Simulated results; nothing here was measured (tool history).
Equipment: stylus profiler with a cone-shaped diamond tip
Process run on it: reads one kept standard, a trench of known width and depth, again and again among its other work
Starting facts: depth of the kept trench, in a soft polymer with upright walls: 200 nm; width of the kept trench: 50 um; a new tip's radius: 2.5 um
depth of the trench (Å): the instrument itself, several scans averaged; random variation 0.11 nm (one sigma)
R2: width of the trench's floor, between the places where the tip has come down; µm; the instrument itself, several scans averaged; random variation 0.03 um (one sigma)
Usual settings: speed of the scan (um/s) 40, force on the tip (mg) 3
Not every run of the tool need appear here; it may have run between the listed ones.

{"run": 1, "hour": 0.0, "speed of the scan (um/s)": 40, "force on the tip (mg)": 3, "depth of the trench (Å)": 2014.1, "R2": 47.89}
{"run": 2, "hour": 58.3, "speed of the scan (um/s)": 40, "force on the tip (mg)": 3, "depth of the trench (Å)": 2015.3, "R2": 47.84}
{"run": 3, "hour": 97.1, "speed of the scan (um/s)": 40, "force on the tip (mg)": 3, "depth of the trench (Å)": 2013.6, "R2": 47.87}
{"run": 4, "hour": 170.1, "speed of the scan (um/s)": 40, "force on the tip (mg)": 3, "depth of the trench (Å)": 2013.3, "R2": 47.84}
{"run": 5, "hour": 214.0, "speed of the scan (um/s)": 40, "force on the tip (mg)": 3, "depth of the trench (Å)": 2016.7, "R2": 47.87}
{"run": 6, "hour": 298.4, "speed of the scan (um/s)": 149, "force on the tip (mg)": 3, "depth of the trench (Å)": 2016.9, "R2": 47.59}
{"run": 7, "hour": 350.2, "speed of the scan (um/s)": 149, "force on the tip (mg)": 3, "depth of the trench (Å)": 2015.3, "R2": 47.51}
{"run": 8, "hour": 409.1, "speed of the scan (um/s)": 149, "force on the tip (mg)": 3, "depth of the trench (Å)": 2014.5, "R2": 47.61}
{"run": 9, "hour": 466.7, "speed of the scan (um/s)": 149, "force on the tip (mg)": 3, "depth of the trench (Å)": 2018.3, "R2": 47.54}
{"run": 10, "hour": 546.4, "speed of the scan (um/s)": 40, "force on the tip (mg)": 2.85, "depth of the trench (Å)": 2017.4, "R2": 47.82}
{"run": 11, "hour": 616.3, "speed of the scan (um/s)": 40, "force on the tip (mg)": 2.85, "depth of the trench (Å)": 2014.5, "R2": 47.84}
{"run": 12, "hour": 673.7, "speed of the scan (um/s)": 40, "force on the tip (mg)": 3, "depth of the trench (Å)": 2015.8, "R2": 47.79}
{"run": 13, "hour": 748.6, "speed of the scan (um/s)": 40, "force on the tip (mg)": 1.31, "depth of the trench (Å)": 2011.4, "R2": 47.76}
{"run": 14, "hour": 823.1, "speed of the scan (um/s)": 40, "force on the tip (mg)": 3, "depth of the trench (Å)": 2017.8, "R2": 47.82}
{"run": 15, "hour": 894.6, "speed of the scan (um/s)": 40, "force on the tip (mg)": 3, "depth of the trench (Å)": 2016.2, "R2": 47.8}
{"run": 16, "hour": 934.0, "speed of the scan (um/s)": 144, "force on the tip (mg)": 3, "depth of the trench (Å)": 2017.7, "R2": 47.5}
{"run": 17, "hour": 979.8, "speed of the scan (um/s)": 144, "force on the tip (mg)": 3, "depth of the trench (Å)": 2018.6, "R2": 47.5}
{"run": 18, "hour": 1054.0, "speed of the scan (um/s)": 61, "force on the tip (mg)": 3, "depth of the trench (Å)": 2018, "R2": 47.79}
{"run": 19, "hour": 1127.8, "speed of the scan (um/s)": 61, "force on the tip (mg)": 3, "depth of the trench (Å)": 2018.3, "R2": 47.73}
{"run": 20, "hour": 1200.9, "speed of the scan (um/s)": 61, "force on the tip (mg)": 3, "depth of the trench (Å)": 2017.2, "R2": 47.73}
{"run": 21, "hour": 1253.8, "speed of the scan (um/s)": 61, "force on the tip (mg)": 3, "depth of the trench (Å)": 2017.4, "R2": 47.71}
{"run": 22, "hour": 1302.2, "speed of the scan (um/s)": 61, "force on the tip (mg)": 3, "depth of the trench (Å)": 2019, "R2": 47.74}

For run 23, what comes out?
{"run": 23, "hour": 1363.8, "speed of the scan (um/s)": 61, "force on the tip (mg)": 3, "depth of the trench (Å)": "?", "R2": "?"}

{"run 23": {"depth of the trench (Å)": 2019.6, "R2": 47.67}}
If the tool had no hidden condition, the same run with the same run-to-run variation would have returned depth of the trench (Å) 2013, R2 47.84 µm.
